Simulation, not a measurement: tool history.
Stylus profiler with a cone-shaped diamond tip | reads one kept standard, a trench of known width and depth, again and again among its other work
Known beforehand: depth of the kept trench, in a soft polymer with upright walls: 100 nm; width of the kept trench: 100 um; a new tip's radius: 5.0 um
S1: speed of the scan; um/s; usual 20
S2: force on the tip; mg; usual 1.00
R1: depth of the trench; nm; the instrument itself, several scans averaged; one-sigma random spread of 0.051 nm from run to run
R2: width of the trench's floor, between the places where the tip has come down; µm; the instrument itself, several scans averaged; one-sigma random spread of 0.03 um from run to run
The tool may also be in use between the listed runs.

run 1 day=0.000 | S1=20 S2=1.00 | R1=101.15 R2=96.43
run 2 day=2.188 | S1=33 S2=1.00 | R1=101.17 R2=96.23
run 3 day=3.908 | S1=33 S2=1.00 | R1=101.07 R2=96.28
run 4 day=5.650 | S1=33 S2=1.00 | R1=101.23 R2=96.29
run 5 day=7.317 | S1=33 S2=1.00 | R1=101.10 R2=96.23
run 6 day=8.650 | S1=20 S2=1.26 | R1=101.27 R2=96.33
run 7 day=10.938 | S1=20 S2=1.26 | R1=101.32 R2=96.36
run 8 day=13.154 | S1=20 S2=0.97 | R1=101.14 R2=96.32
run 9 day=14.258 | S1=20 S2=0.97 | R1=101.12 R2=96.30
run 10 day=16.408 | S1=20 S2=0.97 | R1=101.14 R2=96.25
run 11 day=17.758 | S1=46 S2=0.83 | R1=101.15 R2=95.98
run 12 day=19.604 | S1=9 S2=0.60 | R1=100.93 R2=96.32
-- day=20.162 new tip fitted, height scale calibrated
run 13 day=21.921 | S1=22 S2=1.80 | R1=101.11 R2=97.91
run 14 day=22.875 | S1=11 S2=2.10 | R1=101.23 R2=97.83
run 15 day=24.554 | S1=10 S2=0.37 | R1=100.31 R2=97.73
run 16 day=26.767 | S1=10 S2=0.37 | R1=100.26 R2=97.69
run 17 day=28.000 | S1=59 S2=0.57 | R1=100.60 R2=97.16
run 18 day=29.683 | S1=12 S2=0.85 | R1=100.56 R2=97.71
run 19 day=31.671 | S1=22 S2=2.03 | R1=101.26 R2=97.67
run 20 day=33.792 | S1=27 S2=0.83 | R1=100.62 R2=97.47

Branching from run 20: 3 alternative next runs. What would each branch give?
run A day=34.962 | S1=7 S2=0.40 | R1=? R2=?
run B day=34.962 | S1=32 S2=2.67 | R1=? R2=?
run C day=34.962 | S1=13 S2=0.83 | R1=? R2=?

run=A R1=100.49 R2=97.64
run=B R1=101.41 R2=97.59
run=C R1=100.58 R2=97.65
With no hidden state in the tool, these same runs would have given:
run=A R1=100.44 R2=97.91
run=B R1=101.37 R2=97.85
run=C R1=100.53 R2=97.91
